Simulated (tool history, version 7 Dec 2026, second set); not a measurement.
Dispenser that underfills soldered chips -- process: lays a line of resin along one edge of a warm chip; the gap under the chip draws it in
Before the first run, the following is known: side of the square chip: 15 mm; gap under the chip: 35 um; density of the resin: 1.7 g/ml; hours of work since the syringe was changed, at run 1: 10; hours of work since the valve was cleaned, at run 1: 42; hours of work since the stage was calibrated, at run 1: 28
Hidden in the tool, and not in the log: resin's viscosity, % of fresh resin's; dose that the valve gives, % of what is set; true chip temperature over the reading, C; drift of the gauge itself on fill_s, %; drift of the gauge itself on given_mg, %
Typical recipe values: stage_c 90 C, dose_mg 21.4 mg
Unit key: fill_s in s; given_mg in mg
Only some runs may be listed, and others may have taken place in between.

| run | hour | stage_c | dose_mg | hours of work since the syringe was changed | hours of work since the valve was cleaned | hours of work since the stage was calibrated | fill_s | given_mg |
|---|---|---|---|---|---|---|---|---|
| 1 | 0 | 90 | 21.4 | 10 | 42 | 28 | 1059.4 | 20.9 |
|  | 0.9 | new syringe of resin |
| 2 | 6.5 | 90 | 21.4 | 4 | 46 | 32 | 602.5 | 20.84 |
| 3 | 14 | 90 | 21.4 | 9 | 51 | 37 | 938.3 | 20.69 |
|  | 17.3 | new syringe of resin |
| 4 | 21.3 | 90 | 25.4 | 3 | 56 | 41 | 553.7 | 24.52 |
| 5 | 28.2 | 90 | 25.4 | 7 | 60 | 46 | 829.5 | 24.42 |
|  | 33.2 | new syringe of resin |
| 6 | 33.4 | 93 | 21.4 | 0 | 64 | 49 | 417.9 | 20.72 |
| 7 | 41.6 | 90 | 21.4 | 6 | 69 | 54 | 714.6 | 20.52 |

Run 8 is up next; what results do you expect?
| 8 | 45 | 87 | 24.3 | 8 | 71 | 57 | ? | ? |

For run 8 the tool returned fill_s 937.7 s, given_mg 23.19 mg.
If the tool had no hidden condition, the same run with the same run-to-run variation would have returned fill_s 483.1 s, given_mg 24.16 mg.
